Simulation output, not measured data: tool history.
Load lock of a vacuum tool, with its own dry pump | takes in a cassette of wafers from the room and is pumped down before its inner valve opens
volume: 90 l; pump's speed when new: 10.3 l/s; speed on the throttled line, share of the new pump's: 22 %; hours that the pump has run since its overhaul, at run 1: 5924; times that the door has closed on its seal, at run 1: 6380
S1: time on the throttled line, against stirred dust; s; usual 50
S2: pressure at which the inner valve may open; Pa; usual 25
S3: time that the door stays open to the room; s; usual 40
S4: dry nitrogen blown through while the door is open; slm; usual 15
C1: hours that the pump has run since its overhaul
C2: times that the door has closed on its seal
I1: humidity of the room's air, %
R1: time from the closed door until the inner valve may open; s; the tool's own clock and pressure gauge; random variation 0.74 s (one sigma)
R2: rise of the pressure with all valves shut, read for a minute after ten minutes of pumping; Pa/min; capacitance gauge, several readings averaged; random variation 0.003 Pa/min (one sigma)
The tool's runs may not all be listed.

{"run": 1, "hour": 0.0, "S1": 50, "S2": 25, "S3": 40, "S4": 15, "C1": 5924, "C2": 6380, "I1": 44.5, "R1": 113, "R2": 0.018}
{"run": 2, "hour": 141.3, "S1": 50, "S2": 45, "S3": 40, "S4": 15, "C1": 6065, "C2": 6538, "I1": 43.3, "R1": 107.5, "R2": 0.021}
{"run": 3, "hour": 236.2, "S1": 50, "S2": 25, "S3": 40, "S4": 15, "C1": 6160, "C2": 6645, "I1": 47.1, "R1": 111.3, "R2": 0.015}
{"run": 4, "hour": 354.2, "S1": 50, "S2": 25, "S3": 40, "S4": 15, "C1": 6278, "C2": 6777, "I1": 43, "R1": 112.9, "R2": 0.02}
{"run": 5, "hour": 507.7, "S1": 50, "S2": 25, "S3": 40, "S4": 15, "C1": 6432, "C2": 6950, "I1": 46.5, "R1": 112.5, "R2": 0.016}
{"run": 6, "hour": 625.3, "S1": 50, "S2": 25, "S3": 40, "S4": 15, "C1": 6549, "C2": 7082, "I1": 43.2, "R1": 111.2, "R2": 0.014}
{"run": 7, "hour": 774.3, "S1": 50, "S2": 25, "S3": 40, "S4": 15, "C1": 6698, "C2": 7249, "I1": 42.9, "R1": 112.3, "R2": 0.011}
{"run": 8, "hour": 939.1, "S1": 50, "S2": 25, "S3": 40, "S4": 15, "C1": 6863, "C2": 7434, "I1": 43.4, "R1": 113.2, "R2": 0.019}
{"run": 9, "hour": 1110.7, "S1": 50, "S2": 25, "S3": 40, "S4": 15, "C1": 7035, "C2": 7627, "I1": 44.7, "R1": 111.9, "R2": 0.016}
{"run": 10, "hour": 1219.2, "S1": 50, "S2": 25, "S3": 40, "S4": 15, "C1": 7143, "C2": 7748, "I1": 44.7, "R1": 112.9, "R2": 0.015}
{"run": 11, "hour": 1333.0, "S1": 50, "S2": 25, "S3": 40, "S4": 15, "C1": 7257, "C2": 7876, "I1": 47.3, "R1": 111.5, "R2": 0.02}
{"run": 12, "hour": 1482.7, "S1": 50, "S2": 25, "S3": 205, "S4": 15, "C1": 7407, "C2": 8044, "I1": 43.8, "R1": 111.9, "R2": 0.041}
{"run": 13, "hour": 1659.9, "S1": 75, "S2": 25, "S3": 205, "S4": 15, "C1": 7584, "C2": 8243, "I1": 44.2, "R1": 131.9, "R2": 0.041}
{"run": 14, "hour": 1834.3, "S1": 75, "S2": 25, "S3": 205, "S4": 15, "C1": 7759, "C2": 8439, "I1": 43.2, "R1": 133.2, "R2": 0.038}
{"run": 15, "hour": 1964.0, "S1": 75, "S2": 25, "S3": 205, "S4": 15, "C1": 7888, "C2": 8585, "I1": 45.7, "R1": 132.3, "R2": 0.037}
{"run": 16, "hour": 2140.4, "S1": 75, "S2": 25, "S3": 205, "S4": 15, "C1": 8065, "C2": 8783, "I1": 46.8, "R1": 132.3, "R2": 0.035}
{"run": 17, "hour": 2267.0, "S1": 49, "S2": 26, "S3": 168, "S4": 34, "C1": 8191, "C2": 8925, "I1": 49.6, "R1": 110.2, "R2": 0.022}
{"run": 18, "hour": 2428.3, "S1": 35, "S2": 29, "S3": 50, "S4": 15, "C1": 8352, "C2": 9106, "I1": 47.4, "R1": 99.1, "R2": 0.018}

Run 19 comes next. What will it give?
{"run": 19, "hour": 2518.6, "S1": 35, "S2": 29, "S3": 50, "S4": 15, "C1": 8443, "C2": 9207, "I1": 45.3, "R1": "?", "R2": "?"}

{"run 19": {"R1": 99.6, "R2": 0.015}}
Without the tool's hidden state the same run would have given R1 99.4 s, R2 0.015 Pa/min.
